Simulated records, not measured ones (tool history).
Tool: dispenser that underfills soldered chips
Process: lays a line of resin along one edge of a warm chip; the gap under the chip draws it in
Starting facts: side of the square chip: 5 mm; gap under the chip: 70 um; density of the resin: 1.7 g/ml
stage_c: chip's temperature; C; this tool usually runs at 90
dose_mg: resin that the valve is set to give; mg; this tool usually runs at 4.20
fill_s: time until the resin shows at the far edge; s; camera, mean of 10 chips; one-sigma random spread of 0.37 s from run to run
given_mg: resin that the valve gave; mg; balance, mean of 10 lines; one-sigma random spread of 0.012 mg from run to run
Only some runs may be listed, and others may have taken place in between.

| run | hour | stage_c | dose_mg | fill_s | given_mg |
|---|---|---|---|---|---|
| 1 | 0.0 | 90 | 4.20 | 25.6 | 4.18 |
|  | 6.9 | new syringe of resin |
| 2 | 6.9 | 90 | 4.20 | 20.7 | 4.17 |
| 3 | 14.7 | 90 | 4.33 | 32.0 | 4.29 |
|  | 16.3 | new syringe of resin |
| 4 | 21.9 | 90 | 4.20 | 28.9 | 4.13 |
|  | 26.2 | new syringe of resin |
| 5 | 26.5 | 90 | 4.20 | 21.5 | 4.14 |
| 6 | 34.8 | 90 | 4.20 | 33.0 | 4.12 |
|  | 35.6 | new syringe of resin |
| 7 | 43.0 | 86 | 4.20 | 36.3 | 4.12 |
|  | 45.5 | new syringe of resin |
| 8 | 48.8 | 90 | 4.20 | 25.4 | 4.11 |
| 9 | 53.8 | 90 | 4.20 | 33.7 | 4.10 |
|  | 55.7 | new syringe of resin |
| 10 | 62.6 | 90 | 4.20 | 30.4 | 4.08 |
|  | 65.3 | new syringe of resin |
| 11 | 67.1 | 90 | 4.67 | 23.0 | 4.54 |
|  | 74.8 | new syringe of resin |
| 12 | 75.6 | 90 | 4.20 | 22.2 | 4.08 |
|  | 84.6 | new syringe of resin |
| 13 | 84.9 | 101 | 4.20 | 15.2 | 4.07 |
| 14 | 91.9 | 76 | 5.40 | 50.4 | 5.20 |
|  | 94.5 | new syringe of resin |
| 15 | 98.4 | 92 | 3.64 | 24.8 | 3.50 |
|  | 104.3 | new syringe of resin |
| 16 | 106.3 | 86 | 3.74 | 27.5 | 3.62 |
|  | 108.9 | dispensing valve cleaned and set on the balance |
| 17 | 113.8 | 104 | 3.87 | 21.0 | 3.89 |
|  | 114.7 | new syringe of resin |
| 18 | 120.5 | 76 | 4.20 | 48.1 | 4.20 |
|  | 124.4 | new syringe of resin |
| 19 | 130.1 | 92 | 4.43 | 26.0 | 4.42 |
|  | 134.1 | new syringe of resin |
| 20 | 135.2 | 90 | 5.31 | 21.6 | 5.28 |
|  | 143.7 | new syringe of resin |
| 21 | 144.3 | 90 | 5.31 | 21.0 | 5.26 |
| 22 | 150.8 | 89 | 3.63 | 32.9 | 3.59 |
|  | 153.4 | new syringe of resin |
| 23 | 157.7 | 89 | 3.63 | 28.9 | 3.59 |
|  | 163.3 | new syringe of resin |
| 24 | 167.0 | 89 | 3.63 | 27.1 | 3.58 |
|  | 173.2 | new syringe of resin |
| 25 | 176.4 | 94 | 3.72 | 22.6 | 3.65 |

Forecast each of these 4 alternatives for the next run:
|  | 183.0 | new syringe of resin |
| A | 183.2 | 92 | 4.20 | ? | ? |
|  | 183.0 | new syringe of resin |
| B | 183.2 | 90 | 4.03 | ? | ? |
|  | 183.0 | new syringe of resin |
| C | 183.2 | 90 | 4.42 | ? | ? |
|  | 183.0 | new syringe of resin |
| D | 183.2 | 102 | 4.34 | ? | ? |

| run | fill_s | given_mg |
|---|---|---|
| A | 19.2 | 4.11 |
| B | 21.4 | 3.93 |
| C | 20.2 | 4.32 |
| D | 13.6 | 4.27 |
Without the tool's hidden state the same runs would have given:
| run | fill_s | given_mg |
|---|---|---|
| A | 19.8 | 4.21 |
| B | 22.0 | 4.02 |
| C | 20.8 | 4.42 |
| D | 14.0 | 4.36 |
